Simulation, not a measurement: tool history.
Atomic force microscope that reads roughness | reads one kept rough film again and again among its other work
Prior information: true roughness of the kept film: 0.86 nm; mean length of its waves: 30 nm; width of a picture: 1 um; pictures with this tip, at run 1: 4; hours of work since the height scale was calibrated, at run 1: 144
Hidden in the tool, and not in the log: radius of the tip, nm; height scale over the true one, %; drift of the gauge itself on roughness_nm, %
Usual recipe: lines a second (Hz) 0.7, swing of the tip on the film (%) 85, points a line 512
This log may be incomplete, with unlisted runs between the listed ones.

| run | day | lines a second (Hz) | swing of the tip on the film (%) | points a line | pictures with this tip | hours of work since the height scale was calibrated | roughness of the kept film (nm (root mean square)) |
|---|---|---|---|---|---|---|---|
| 1 | 0 | 0.7 | 85 | 512 | 4 | 144 | 0.763 |
| 2 | 0.204 | 0.7 | 85 | 512 | 9 | 147 | 0.772 |
| 3 | 0.362 | 0.7 | 85 | 512 | 14 | 149 | 0.773 |
| 4 | 0.55 | 0.7 | 85 | 512 | 19 | 152 | 0.782 |
| 5 | 0.804 | 0.7 | 85 | 512 | 26 | 155 | 0.772 |
| 6 | 1.038 | 0.7 | 85 | 512 | 33 | 158 | 0.775 |
| 7 | 1.267 | 0.7 | 85 | 512 | 39 | 161 | 0.766 |
| 8 | 1.512 | 0.7 | 85 | 512 | 46 | 165 | 0.775 |
| 9 | 1.762 | 0.7 | 85 | 512 | 53 | 168 | 0.768 |
| 10 | 1.921 | 1.651 | 85 | 512 | 57 | 170 | 0.713 |
| 11 | 2.104 | 1.651 | 85 | 512 | 62 | 173 | 0.71 |
| 12 | 2.267 | 1.651 | 85 | 512 | 67 | 175 | 0.716 |
| 13 | 2.608 | 0.7 | 63 | 512 | 76 | 180 | 0.814 |
| 14 | 2.854 | 0.7 | 73 | 512 | 83 | 183 | 0.798 |
| 15 | 3.158 | 0.7 | 73 | 512 | 92 | 187 | 0.797 |
| 16 | 3.533 | 2.837 | 87 | 374 | 102 | 192 | 0.627 |
| 17 | 3.829 | 2.837 | 87 | 374 | 110 | 196 | 0.628 |
| 18 | 3.996 | 3.201 | 62 | 512 | 115 | 199 | 0.758 |
| 19 | 4.246 | 0.7 | 85 | 323 | 122 | 202 | 0.772 |
| 20 | 4.512 | 1.038 | 87 | 342 | 129 | 206 | 0.745 |
| 21 | 4.862 | 3.126 | 85 | 790 | 139 | 211 | 0.635 |
| 22 | 5.104 | 1.861 | 87 | 744 | 146 | 214 | 0.685 |
| 23 | 5.304 | 0.676 | 81 | 326 | 151 | 217 | 0.78 |

3 ways to go on from here, each from the tool as it stands after run 23. What would each give?
| A | 5.5 | 3.664 | 81 | 326 | 157 | 219 | ? |
| B | 5.5 | 0.676 | 62 | 876 | 157 | 219 | ? |
| C | 5.5 | 1.713 | 71 | 442 | 157 | 219 | ? |

| run | roughness of the kept film (nm (root mean square)) |
|---|---|
| A | 0.632 |
| B | 0.808 |
| C | 0.763 |
Had the tool no hidden state, the same runs would have come out as:
| run | roughness of the kept film (nm (root mean square)) |
|---|---|
| A | 0.633 |
| B | 0.81 |
| C | 0.765 |
